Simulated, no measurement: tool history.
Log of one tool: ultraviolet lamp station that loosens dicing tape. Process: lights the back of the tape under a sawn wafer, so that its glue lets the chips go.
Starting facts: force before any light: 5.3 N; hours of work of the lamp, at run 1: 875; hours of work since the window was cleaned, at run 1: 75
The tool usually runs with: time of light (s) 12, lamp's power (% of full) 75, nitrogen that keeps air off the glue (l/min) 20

| run | hour | time of light (s) | lamp's power (% of full) | nitrogen that keeps air off the glue (l/min) | hours of work of the lamp | hours of work since the window was cleaned | force that peels the tape off (N) | light that reached the tape (J/m2) |
|---|---|---|---|---|---|---|---|---|
| 1 | 0 | 12 | 75 | 20 | 875 | 75 | 0.288 | 1930 |
| 2 | 26.2 | 13 | 75 | 20 | 896 | 96 | 0.235 | 2060 |
| 3 | 52.7 | 13 | 75 | 20 | 917 | 117 | 0.258 | 2030 |
| 4 | 88 | 12 | 75 | 20 | 945 | 146 | 0.327 | 1840 |
| 5 | 114.2 | 12 | 75 | 36 | 966 | 166 | 0.237 | 1830 |
| 6 | 134.5 | 12 | 75 | 36 | 982 | 183 | 0.26 | 1790 |
| 7 | 169.2 | 12 | 75 | 36 | 1010 | 210 | 0.262 | 1780 |
| 8 | 188.6 | 12 | 75 | 36 | 1025 | 226 | 0.262 | 1710 |
| 9 | 221.4 | 12 | 75 | 36 | 1051 | 252 | 0.288 | 1710 |
| 10 | 251.5 | 23 | 75 | 36 | 1076 | 276 | 0.068 | 3150 |
| 11 | 270.8 | 12 | 67 | 20 | 1091 | 291 | 0.538 | 1480 |
| 12 | 296 | 12 | 67 | 20 | 1111 | 312 | 0.564 | 1450 |
| 13 | 320.4 | 20 | 79 | 20 | 1130 | 331 | 0.116 | 2780 |

Predict the results of run 14:
|  | 323.3 | window cleaned of glue's vapour |
| 14 | 350 | 15 | 68 | 23 | 1154 | 21 | ? | ? |

For run 14 the tool returned force that peels the tape off (N) 0.417, light that reached the tape (J/m2) 1610.
With the hidden condition absent and the run-to-run variation left alone, this run would have shown force that peels the tape off (N) 0.09, light that reached the tape (J/m2) 3000.
